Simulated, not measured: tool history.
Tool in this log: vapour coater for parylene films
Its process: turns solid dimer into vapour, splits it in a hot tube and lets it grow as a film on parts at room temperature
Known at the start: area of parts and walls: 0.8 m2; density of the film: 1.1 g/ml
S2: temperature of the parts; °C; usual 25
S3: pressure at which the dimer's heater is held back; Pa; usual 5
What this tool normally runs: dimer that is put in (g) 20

Run 1, day 0: usual settings. Result: thickness of the film (µm) 18.16.
Run 2, day 2.946: usual settings. Result: thickness of the film (µm) 18.14.
Run 3, day 4.904: usual settings. Result: thickness of the film (µm) 18.13.
Run 4, day 6.442: usual settings. Result: thickness of the film (µm) 18.16.
Run 5, day 8.683: usual settings. Result: thickness of the film (µm) 18.07.
Run 6, day 10.238: usual settings but dimer that is put in (g) 23. Result: thickness of the film (µm) 20.9.
Run 7, day 12.575: usual settings but dimer that is put in (g) 23. Result: thickness of the film (µm) 20.82.
Run 8, day 15.633: usual settings. Result: thickness of the film (µm) 18.15.
Run 9, day 16.938: usual settings. Result: thickness of the film (µm) 18.04.
Run 10, day 19.704: usual settings. Result: thickness of the film (µm) 18.09.
Run 11, day 21.338: usual settings but dimer that is put in (g) 14. Result: thickness of the film (µm) 12.66.
Run 12, day 23.338: usual settings but dimer that is put in (g) 14. Result: thickness of the film (µm) 12.66.
Run 13, day 25.638: usual settings but dimer that is put in (g) 24, S2 35 °C, S3 3.96 Pa. Result: thickness of the film (µm) 19.33.
Run 14, day 27.7: usual settings but dimer that is put in (g) 11, S2 22 °C, S3 7.02 Pa. Result: thickness of the film (µm) 9.65.
Run 15, day 29.662: usual settings but dimer that is put in (g) 11, S2 22 °C, S3 7.02 Pa. Result: thickness of the film (µm) 9.65.
Run 16, day 32.375: usual settings but dimer that is put in (g) 19, S2 35 °C, S3 3.8 Pa. Result: thickness of the film (µm) 15.31.
Run 17, day 35.375: usual settings but dimer that is put in (g) 11, S2 31 °C, S3 10.59 Pa. Result: thickness of the film (µm) 7.51.
Run 18, day 37.867: usual settings but dimer that is put in (g) 11, S2 31 °C, S3 10.59 Pa. Result: thickness of the film (µm) 7.49.
At day 39.317: trap's valve overhauled.
Run 19, day 40.904: usual settings but dimer that is put in (g) 11, S2 31 °C, S3 10.59 Pa. Result: thickness of the film (µm) 7.49.
Run 20, day 43.696: usual settings but dimer that is put in (g) 11, S2 31 °C, S3 10.59 Pa. Result: thickness of the film (µm) 7.51.
Run 21, day 45.2: usual settings but dimer that is put in (g) 9, S2 33 °C, S3 4.95 Pa. Result: thickness of the film (µm) 7.08.
Run 22, day 47.358: usual settings but dimer that is put in (g) 13, S2 35 °C, S3 5.07 Pa. Result: thickness of the film (µm) 9.76.
Run 23, day 49.942: usual settings but dimer that is put in (g) 9, S2 26 °C. Result: thickness of the film (µm) 7.96.

What if the next run were any one of these 4? Each begins from the tool's condition after run 23:
Run A, day 51.5: usual settings but dimer that is put in (g) 15, S2 29 °C, S3 2.18 Pa. Result: thickness of the film (µm) ?.
Run B, day 51.5: usual settings but dimer that is put in (g) 15, S2 29 °C. Result: thickness of the film (µm) ?.
Run C, day 51.5: usual settings but dimer that is put in (g) 14, S2 20 °C, S3 4.9 Pa. Result: thickness of the film (µm) ?.
Run D, day 51.5: usual settings but dimer that is put in (g) 30, S3 10.77 Pa. Result: thickness of the film (µm) ?.

run  thickness of the film (µm)
  A                       15.21
  B                       12.57
  C                       13.77
  D                       22.53
With the hidden condition removed and each run's random variation left untouched, the same runs would have given:
run  thickness of the film (µm)
  A                       15.38
  B                       12.72
  C                       13.93
  D                       22.79
